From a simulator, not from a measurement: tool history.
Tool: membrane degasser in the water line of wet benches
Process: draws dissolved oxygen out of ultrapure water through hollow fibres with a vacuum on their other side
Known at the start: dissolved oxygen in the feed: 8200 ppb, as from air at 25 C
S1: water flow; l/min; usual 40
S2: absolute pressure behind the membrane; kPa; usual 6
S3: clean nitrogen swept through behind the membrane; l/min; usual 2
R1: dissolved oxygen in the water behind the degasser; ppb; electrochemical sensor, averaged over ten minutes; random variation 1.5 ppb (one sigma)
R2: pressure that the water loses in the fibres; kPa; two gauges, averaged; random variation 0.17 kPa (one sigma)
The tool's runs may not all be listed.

run     day  S1     S2    S3     R1     R2
  1       0  40      6     2  160.7  28.01
  2   2.962  40      6  2.64  132.1  27.33
  3   4.717  32      6     2  123.3  22.19
  4    7.05  32      6     2    124  22.11
  5   9.475  40      6  1.12  244.2  27.75
  6  12.204  40      6  1.12  245.2  27.98
  7  15.196  40      6  1.12  245.3  27.77
  8  18.267  40      6  5.08   86.1  27.74
  9  21.617  40      6  5.08   86.7  27.82
 10  23.533  40      6  5.08   86.4  27.82
 11  26.483  40      6  5.08   86.3  28.03
 12  28.758  40      6  5.08   88.1  27.89
 13   30.75  25      6     2   95.2  17.59
 14  33.796  40      6     2    166  28.01
 15  36.942  40  10.59     2  360.5  27.83
 16   38.35  40  10.59     2  362.9  27.85
 17  41.346  40  10.59     2  357.3  27.98
 18  44.488  48      6     2    210  33.55
 19  47.267  35   4.98  4.62   57.5  24.73
 20  49.442  61   4.98  1.39  281.4  43.02
 21  52.712  61   4.98  1.39  277.7  42.33
 22  54.342  45      6  4.48  119.1  31.29
 23  56.092  49   4.56  1.33  183.9  34.33
 24  58.392  38   3.78     2   67.5  26.72
 25  61.475  39      6  2.93  123.7  27.59
 26  62.983  38   7.56  2.47  188.8  26.91
 27  66.279  38   7.56  2.47  189.1  26.66
 28  68.679  30   5.06  2.47   75.4  20.89
 29  70.333  30   6.47  3.66     85  21.13
 30  73.679  26   6.65  5.32   52.9  18.23
 31  75.392  26   6.65  5.32   52.8  18.33
 32  77.346  35   4.12  5.32   40.9  24.39
 33  80.158  40    6.2  1.29  249.3  28.35

Hidden state or all else? Some run-to-run changes of R1, split into what the settings, what came in and random variation would give without the hidden state, and what is left for the hidden state (with any gauge scatter that isn't in both results):
The hidden state here: membrane still open, %; true pressure behind the membrane over the reading, kPa; air that leaks in behind the membrane, l/min; drift of the gauge itself on oxygen_ppb, %; drift of the gauge itself on loss_of_pressure_kpa, %.
Run 14 -> 15: S2 6 -> 10.59. R1 +194.5 ppb: hidden state +0.2, all else +194.3.
Run 19 -> 20: S1 35 -> 61, S3 4.62 -> 1.39. R1 +223.9 ppb: hidden state +36.3, all else +187.6.
Run 21 -> 22: S1 61 -> 45, S2 4.98 -> 6, S3 1.39 -> 4.48. R1 -158.6 ppb: hidden state -28.9, all else -129.7.
Run 32 -> 33: S1 35 -> 40, S2 4.12 -> 6.2, S3 5.32 -> 1.29. R1 +208.4 ppb: hidden state +22.2, all else +186.2.

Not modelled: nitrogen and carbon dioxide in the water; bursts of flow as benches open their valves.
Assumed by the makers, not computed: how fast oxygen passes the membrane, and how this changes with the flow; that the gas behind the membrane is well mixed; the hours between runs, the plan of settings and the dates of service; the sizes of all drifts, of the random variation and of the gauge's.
